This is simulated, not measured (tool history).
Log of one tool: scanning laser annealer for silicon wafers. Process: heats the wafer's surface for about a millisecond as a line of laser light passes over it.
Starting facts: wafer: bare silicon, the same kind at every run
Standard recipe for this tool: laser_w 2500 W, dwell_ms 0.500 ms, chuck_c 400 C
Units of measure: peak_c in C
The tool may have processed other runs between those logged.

| run | hour | laser_w | dwell_ms | chuck_c | peak_c |
|---|---|---|---|---|---|
| 1 | 0.0 | 2500 | 0.500 | 400 | 1141 |
| 2 | 17.0 | 2500 | 0.500 | 400 | 1139 |
| 3 | 26.8 | 2500 | 0.500 | 400 | 1140 |
| 4 | 38.4 | 2500 | 0.500 | 400 | 1138 |
|  | 41.4 | window over the wafer cleaned |
| 5 | 53.2 | 2500 | 0.500 | 400 | 1130 |
| 6 | 73.2 | 2333 | 0.500 | 400 | 1078 |
| 7 | 89.1 | 2333 | 0.500 | 400 | 1080 |
| 8 | 111.0 | 2452 | 0.500 | 400 | 1113 |
| 9 | 128.0 | 2448 | 0.500 | 379 | 1092 |
|  | 139.5 | window over the wafer cleaned, once more |
| 10 | 150.4 | 2325 | 0.500 | 400 | 1102 |
| 11 | 170.6 | 2354 | 0.564 | 400 | 1156 |
| 12 | 182.5 | 2466 | 0.399 | 428 | 1083 |
| 13 | 200.1 | 2466 | 0.399 | 428 | 1084 |
| 14 | 218.2 | 2466 | 0.429 | 428 | 1110 |

Hidden state or all else? Some run-to-run changes of peak_c, split into what the settings, what came in and random variation would give without the hidden state, and what is left for the hidden state (with any gauge scatter that isn't in both results):
Hidden state at play: light that passes the window, % of a clean one's; laser's true power over the reading, %; width of the line over the set one, %; drift of the gauge itself on peak_c, C.
Run 9 -> 10: laser_w 2448 -> 2325, chuck_c 379 -> 400, window over the wafer cleaned, once more. peak_c +10 C: hidden state +26, all else -16.
Run 11 -> 12: laser_w 2354 -> 2466, dwell_ms 0.564 -> 0.399, chuck_c 400 -> 428. peak_c -73 C: hidden state +2, all else -75.
